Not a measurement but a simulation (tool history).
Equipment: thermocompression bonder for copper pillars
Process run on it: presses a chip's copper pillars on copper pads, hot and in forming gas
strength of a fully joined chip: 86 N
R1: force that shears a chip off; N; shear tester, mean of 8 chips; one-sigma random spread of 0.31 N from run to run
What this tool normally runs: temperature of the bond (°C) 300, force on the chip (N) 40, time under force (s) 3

run 1 hour=0 | temperature_of_the_bond_(°C)=300 force_on_the_chip_(N)=40 time_under_force_(s)=3 | R1=38.6
run 2 hour=58.7 | temperature_of_the_bond_(°C)=300 force_on_the_chip_(N)=40 time_under_force_(s)=3 | R1=38.1
run 3 hour=120.5 | temperature_of_the_bond_(°C)=300 force_on_the_chip_(N)=40 time_under_force_(s)=3 | R1=38.5
run 4 hour=155 | temperature_of_the_bond_(°C)=300 force_on_the_chip_(N)=40 time_under_force_(s)=3 | R1=37.6
run 5 hour=211.6 | temperature_of_the_bond_(°C)=300 force_on_the_chip_(N)=40 time_under_force_(s)=3 | R1=38.2
run 6 hour=279.7 | temperature_of_the_bond_(°C)=300 force_on_the_chip_(N)=40 time_under_force_(s)=3 | R1=37.8
run 7 hour=349.9 | temperature_of_the_bond_(°C)=300 force_on_the_chip_(N)=40 time_under_force_(s)=3 | R1=37.6
run 8 hour=407.9 | temperature_of_the_bond_(°C)=300 force_on_the_chip_(N)=40 time_under_force_(s)=3 | R1=37.7
run 9 hour=451.8 | temperature_of_the_bond_(°C)=300 force_on_the_chip_(N)=40 time_under_force_(s)=3 | R1=37.2
run 10 hour=513.7 | temperature_of_the_bond_(°C)=300 force_on_the_chip_(N)=40 time_under_force_(s)=3 | R1=36.5
run 11 hour=579.6 | temperature_of_the_bond_(°C)=300 force_on_the_chip_(N)=40 time_under_force_(s)=3 | R1=37.4
run 12 hour=635.3 | temperature_of_the_bond_(°C)=300 force_on_the_chip_(N)=40 time_under_force_(s)=3 | R1=36.5
-- hour=642.3 force cell calibrated
-- hour=666.5 forming gas filter changed
run 13 hour=702.5 | temperature_of_the_bond_(°C)=300 force_on_the_chip_(N)=40 time_under_force_(s)=3 | R1=38.1
run 14 hour=745.8 | temperature_of_the_bond_(°C)=279 force_on_the_chip_(N)=40 time_under_force_(s)=3 | R1=28.4
run 15 hour=800.5 | temperature_of_the_bond_(°C)=284 force_on_the_chip_(N)=36 time_under_force_(s)=3 | R1=28
run 16 hour=844.9 | temperature_of_the_bond_(°C)=277 force_on_the_chip_(N)=37 time_under_force_(s)=3 | R1=26.1
-- hour=899.7 force cell calibrated, once more
run 17 hour=917.9 | temperature_of_the_bond_(°C)=277 force_on_the_chip_(N)=37 time_under_force_(s)=3 | R1=26.9
run 18 hour=958.8 | temperature_of_the_bond_(°C)=277 force_on_the_chip_(N)=37 time_under_force_(s)=3 | R1=26.9
run 19 hour=1023.3 | temperature_of_the_bond_(°C)=279 force_on_the_chip_(N)=29 time_under_force_(s)=3 | R1=22.2
run 20 hour=1075.4 | temperature_of_the_bond_(°C)=329 force_on_the_chip_(N)=24 time_under_force_(s)=3 | R1=37
run 21 hour=1125.1 | temperature_of_the_bond_(°C)=329 force_on_the_chip_(N)=24 time_under_force_(s)=4 | R1=40.7
run 22 hour=1167.7 | temperature_of_the_bond_(°C)=329 force_on_the_chip_(N)=24 time_under_force_(s)=4 | R1=40.5
run 23 hour=1219.4 | temperature_of_the_bond_(°C)=329 force_on_the_chip_(N)=24 time_under_force_(s)=4 | R1=40.9
run 24 hour=1277.8 | temperature_of_the_bond_(°C)=275 force_on_the_chip_(N)=53 time_under_force_(s)=4 | R1=38.8
run 25 hour=1314.9 | temperature_of_the_bond_(°C)=300 force_on_the_chip_(N)=46 time_under_force_(s)=2 | R1=37.5
-- hour=1348 forming gas filter changed
run 26 hour=1350.1 | temperature_of_the_bond_(°C)=300 force_on_the_chip_(N)=35 time_under_force_(s)=2 | R1=32

Predict each of these 5 candidate next runs independently; none follows another, all start after run 26:
run A hour=1420.8 | temperature_of_the_bond_(°C)=300 force_on_the_chip_(N)=51 time_under_force_(s)=8 | R1=?
run B hour=1420.8 | temperature_of_the_bond_(°C)=283 force_on_the_chip_(N)=51 time_under_force_(s)=3 | R1=?
run C hour=1420.8 | temperature_of_the_bond_(°C)=298 force_on_the_chip_(N)=30 time_under_force_(s)=2 | R1=?
run D hour=1420.8 | temperature_of_the_bond_(°C)=324 force_on_the_chip_(N)=40 time_under_force_(s)=3 | R1=?
run E hour=1420.8 | temperature_of_the_bond_(°C)=273 force_on_the_chip_(N)=37 time_under_force_(s)=2 | R1=?

run=A R1=63.8
run=B R1=39.5
run=C R1=27.3
run=D R1=52.6
run=E R1=21.8
Without the tool's unlogged condition, the same runs would have read:
run=A R1=62.9
run=B R1=38.4
run=C R1=26.5
run=D R1=51.7
run=E R1=21
